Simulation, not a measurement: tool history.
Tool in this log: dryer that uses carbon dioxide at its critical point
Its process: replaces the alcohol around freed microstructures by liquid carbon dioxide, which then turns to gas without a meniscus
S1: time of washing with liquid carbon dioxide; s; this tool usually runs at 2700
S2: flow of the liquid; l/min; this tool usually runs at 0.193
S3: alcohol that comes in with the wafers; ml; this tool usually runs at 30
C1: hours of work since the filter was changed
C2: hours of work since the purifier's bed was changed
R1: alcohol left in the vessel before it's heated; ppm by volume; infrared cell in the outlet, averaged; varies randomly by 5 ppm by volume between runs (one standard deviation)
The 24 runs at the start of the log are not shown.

| run | hour | S1 | S2 | S3 | C1 | C2 | R1 |
|---|---|---|---|---|---|---|---|
| 25 | 324.5 | 2040 | 0.161 | 26 | 206 | 35 | 751 |
| 26 | 335.1 | 2040 | 0.275 | 40 | 214 | 43 | 129 |
| 27 | 350.9 | 1620 | 0.314 | 22 | 226 | 54 | 137 |
|  | 356.1 | inlet filter changed |
| 28 | 361 | 3360 | 0.314 | 28 | 4 | 61 | 34 |
| 29 | 376.4 | 2700 | 0.249 | 36 | 15 | 72 | 49 |
| 30 | 390.1 | 2700 | 0.249 | 36 | 25 | 82 | 38 |
| 31 | 408.5 | 3900 | 0.183 | 68 | 38 | 96 | 55 |
| 32 | 423 | 3900 | 0.183 | 68 | 49 | 107 | 54 |
| 33 | 441.4 | 2700 | 0.193 | 22 | 62 | 120 | 87 |
| 34 | 455.4 | 3240 | 0.139 | 74 | 73 | 130 | 351 |
| 35 | 472.5 | 2700 | 0.156 | 84 | 85 | 143 | 546 |
| 36 | 484.5 | 3780 | 0.263 | 44 | 94 | 152 | 60 |
| 37 | 502.6 | 3780 | 0.263 | 44 | 107 | 165 | 76 |

What if the next run were any one of these 3? Each begins from the tool's condition after run 37:
| A | 521.5 | 2700 | 0.193 | 21 | 121 | 179 | ? |
| B | 521.5 | 3120 | 0.263 | 44 | 121 | 179 | ? |
| C | 521.5 | 2700 | 0.193 | 46 | 121 | 179 | ? |

| run | R1 |
|---|---|
| A | 126 |
| B | 83 |
| C | 182 |
Without the tool's hidden state the same runs would have given:
| run | R1 |
|---|---|
| A | 28 |
| B | 4 |
| C | 54 |
